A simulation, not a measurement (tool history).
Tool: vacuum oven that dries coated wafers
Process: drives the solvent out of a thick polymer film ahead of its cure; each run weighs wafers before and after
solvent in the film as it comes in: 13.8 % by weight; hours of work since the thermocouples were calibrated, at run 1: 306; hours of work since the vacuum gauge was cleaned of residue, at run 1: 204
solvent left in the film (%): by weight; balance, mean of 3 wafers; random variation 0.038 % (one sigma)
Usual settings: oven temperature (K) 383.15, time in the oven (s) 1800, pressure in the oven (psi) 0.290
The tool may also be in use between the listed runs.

| run | hour | oven temperature (K) | time in the oven (s) | pressure in the oven (psi) | hours of work since the thermocouples were calibrated | hours of work since the vacuum gauge was cleaned of residue | solvent left in the film (%) |
|---|---|---|---|---|---|---|---|
| 1 | 0.0 | 383.15 | 1800 | 0.290 | 306 | 204 | 2.38 |
| 2 | 41.9 | 383.15 | 1800 | 0.290 | 335 | 232 | 2.39 |
| 3 | 94.5 | 383.15 | 1800 | 0.290 | 370 | 268 | 2.34 |
| 4 | 135.3 | 383.15 | 1800 | 0.290 | 398 | 296 | 2.35 |
| 5 | 222.4 | 383.15 | 1800 | 0.290 | 457 | 355 | 2.41 |
| 6 | 276.0 | 383.15 | 1800 | 0.290 | 493 | 391 | 2.36 |
| 7 | 341.6 | 383.15 | 1800 | 0.811 | 538 | 435 | 4.88 |
| 8 | 428.7 | 383.15 | 1800 | 0.290 | 597 | 495 | 2.47 |
|  | 469.5 | oven's thermocouples calibrated |
| 9 | 492.1 | 383.15 | 1800 | 0.290 | 15 | 536 | 2.29 |
| 10 | 557.6 | 383.15 | 1800 | 0.290 | 60 | 580 | 2.29 |
| 11 | 600.1 | 383.15 | 1800 | 0.290 | 89 | 609 | 2.27 |
| 12 | 649.7 | 383.15 | 1140 | 0.290 | 122 | 643 | 3.55 |
| 13 | 687.2 | 383.15 | 1140 | 0.290 | 148 | 668 | 3.63 |
| 14 | 725.3 | 383.15 | 1140 | 0.290 | 173 | 694 | 3.62 |
| 15 | 771.0 | 383.15 | 1140 | 0.290 | 204 | 725 | 3.58 |
| 16 | 840.1 | 383.15 | 1140 | 0.290 | 251 | 772 | 3.60 |
| 17 | 898.4 | 383.15 | 1140 | 0.290 | 291 | 811 | 3.59 |
| 18 | 969.6 | 383.15 | 1140 | 0.290 | 339 | 860 | 3.63 |
| 19 | 1015.7 | 383.15 | 1800 | 0.149 | 370 | 891 | 1.78 |
| 20 | 1075.0 | 371.15 | 1800 | 0.149 | 410 | 931 | 4.00 |
| 21 | 1162.4 | 371.15 | 1800 | 0.149 | 470 | 990 | 4.17 |
| 22 | 1230.5 | 371.15 | 1800 | 0.149 | 516 | 1036 | 4.07 |
| 23 | 1273.2 | 371.15 | 1800 | 0.149 | 545 | 1065 | 4.13 |
| 24 | 1330.9 | 371.15 | 1800 | 0.149 | 584 | 1105 | 4.03 |
| 25 | 1381.9 | 378.15 | 960 | 0.788 | 618 | 1139 | 7.64 |
|  | 1392.1 | oven's thermocouples calibrated |
| 26 | 1430.3 | 385.15 | 960 | 0.788 | 26 | 1171 | 5.78 |
| 27 | 1523.7 | 385.15 | 2820 | 0.970 | 89 | 1234 | 4.80 |
| 28 | 1568.3 | 383.15 | 1800 | 0.574 | 119 | 1264 | 3.79 |
| 29 | 1639.2 | 383.15 | 2160 | 0.290 | 167 | 1312 | 2.11 |
| 30 | 1685.8 | 383.15 | 2160 | 0.290 | 199 | 1344 | 2.06 |
| 31 | 1753.3 | 381.15 | 1920 | 0.947 | 245 | 1389 | 5.98 |
| 32 | 1805.4 | 383.15 | 1140 | 0.377 | 280 | 1425 | 4.19 |
| 33 | 1856.5 | 390.15 | 960 | 0.290 | 315 | 1459 | 2.91 |
| 34 | 1936.3 | 379.15 | 1440 | 0.306 | 369 | 1513 | 3.97 |
| 35 | 2005.9 | 379.15 | 1440 | 0.306 | 416 | 1561 | 3.92 |
| 36 | 2064.6 | 376.15 | 1440 | 0.232 | 456 | 1600 | 4.25 |
| 37 | 2134.6 | 376.15 | 1440 | 0.232 | 503 | 1648 | 4.36 |
| 38 | 2222.5 | 376.15 | 1440 | 0.232 | 563 | 1707 | 4.49 |
| 39 | 2274.4 | 390.15 | 1440 | 0.232 | 598 | 1743 | 1.77 |
|  | 2315.1 | oven's thermocouples calibrated |
| 40 | 2330.8 | 376.15 | 1860 | 0.232 | 11 | 1779 | 3.35 |
| 41 | 2375.8 | 376.15 | 1860 | 0.232 | 41 | 1810 | 3.41 |
| 42 | 2464.2 | 376.15 | 1860 | 0.232 | 101 | 1870 | 3.44 |
| 43 | 2524.3 | 384.15 | 1740 | 0.387 | 142 | 1911 | 2.90 |
| 44 | 2580.5 | 371.15 | 1740 | 0.148 | 180 | 1949 | 4.32 |
| 45 | 2627.9 | 371.15 | 1740 | 0.148 | 212 | 1981 | 4.32 |
| 46 | 2678.2 | 379.15 | 1260 | 0.593 | 246 | 2015 | 5.78 |
|  | 2716.7 | vacuum gauge cleaned of residue and calibrated |
| 47 | 2724.1 | 379.15 | 1260 | 0.593 | 276 | 5 | 5.59 |

How the hidden state differs across the entries between the runs, from the last listed run before each to the first after it:
Between runs 8 and 9: oven's thermocouples calibrated (hour 469.5)
  true wafer temperature over the reading, C: -0.71 -> 0.35; true pressure over the reading, kPa: 0.076 -> 0.082
  measured less the result without the state, solvent left in the film (%): +0.16 -> +0.00
Between runs 25 and 26: oven's thermocouples calibrated (hour 1392.1)
  true wafer temperature over the reading, C: -0.77 -> -0.04; true pressure over the reading, kPa: 0.167 -> 0.171
  measured less the result without the state, solvent left in the film (%): +0.30 -> +0.11
Between runs 39 and 40: oven's thermocouples calibrated (hour 2315.1)
  true wafer temperature over the reading, C: -1.09 -> -0.19; true pressure over the reading, kPa: 0.253 -> 0.258
  measured less the result without the state, solvent left in the film (%): +0.28 -> +0.24
Between runs 46 and 47: vacuum gauge cleaned of residue and calibrated (hour 2716.7)
  true wafer temperature over the reading, C: -0.62 -> -0.67; true pressure over the reading, kPa: 0.291 -> -0.001
  measured less the result without the state, solvent left in the film (%): +0.35 -> +0.16
